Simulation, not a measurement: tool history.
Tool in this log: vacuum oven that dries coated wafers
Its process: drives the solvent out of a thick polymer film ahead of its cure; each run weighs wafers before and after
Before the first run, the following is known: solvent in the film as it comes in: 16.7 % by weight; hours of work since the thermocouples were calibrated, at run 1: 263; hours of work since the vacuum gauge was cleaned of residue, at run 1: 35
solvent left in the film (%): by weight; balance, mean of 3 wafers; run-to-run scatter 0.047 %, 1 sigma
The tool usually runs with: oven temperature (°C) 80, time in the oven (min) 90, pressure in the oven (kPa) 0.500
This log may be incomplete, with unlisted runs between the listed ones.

run   hour  oven temperature (°C)  time in the oven (min)  pressure in the oven (kPa)  hours of work since the thermocouples were calibrated  hours of work since the vacuum gauge was cleaned of residue  solvent left in the film (%)
  1    0.0                     80                      90                       0.500                                                    263                                                           35                          1.68
  2   12.5                     80                      90                       0.500                                                    269                                                           41                          1.54
  3   24.9                     80                      90                       0.500                                                    275                                                           47                          1.51
  4   35.9                     80                      90                       0.255                                                    280                                                           52                          1.52
  5   44.2                     80                      90                       0.255                                                    284                                                           56                          1.49
  6   56.8                     80                      90                       0.255                                                    290                                                           62                          1.34
  7   68.6                     80                      90                       0.255                                                    296                                                           68                          1.45
  8   80.7                     80                      90                       0.255                                                    301                                                           74                          1.46
  9   88.4                     80                      90                       0.255                                                    305                                                           78                          1.52
 10   95.3                     80                      99                       0.500                                                    309                                                           81                          1.32
 11  105.9                     71                      90                       0.500                                                    314                                                           86                          3.14
 12  115.0                     71                      76                       0.500                                                    318                                                           91                          3.93
 13  127.4                     71                     105                       0.500                                                    324                                                           96                          2.53
 14  142.1                     71                     105                       0.500                                                    331                                                          104                          2.52
 15  154.4                     71                     105                       0.500                                                    337                                                          109                          2.49
 16  169.3                     71                     105                       0.500                                                    344                                                          117                          2.48
 17  177.5                     71                     105                       0.500                                                    348                                                          121                          2.42
 18  184.3                     71                     105                       0.500                                                    351                                                          124                          2.59
 19  193.3                     80                      90                       0.500                                                    356                                                          128                          1.57
 20  205.0                     80                     105                       0.500                                                    361                                                          134                          1.12
 21  218.3                     80                     105                       0.500                                                    368                                                          140                          1.18
 22  227.7                     93                      65                       0.842                                                    372                                                          145                          1.12
 23  234.9                     82                      56                       0.289                                                    376                                                          148                          2.93
 24  244.8                     89                      52                       0.289                                                    380                                                          153                          2.04
 25  258.5                     73                      49                       0.264                                                    387                                                          160                          5.53
 26  267.0                     72                      90                       0.588                                                    391                                                          164                          2.93
 27  283.1                     80                      90                       1.430                                                    399                                                          171                          1.96
 28  293.9                     80                      90                       1.430                                                    404                                                          177                          1.99
 29  308.2                     80                      90                       1.430                                                    411                                                          183                          2.01
 30  315.3                     87                     150                       0.943                                                    414                                                          187                          0.53

Run 31 has not been measured yet. What should we expect?
 31  326.6                     94                      80                       0.553                                                    420                                                          192                             ?

solvent left in the film (%): 0.51
Without the tool's hidden state the same run would have given solvent left in the film (%) 0.51.
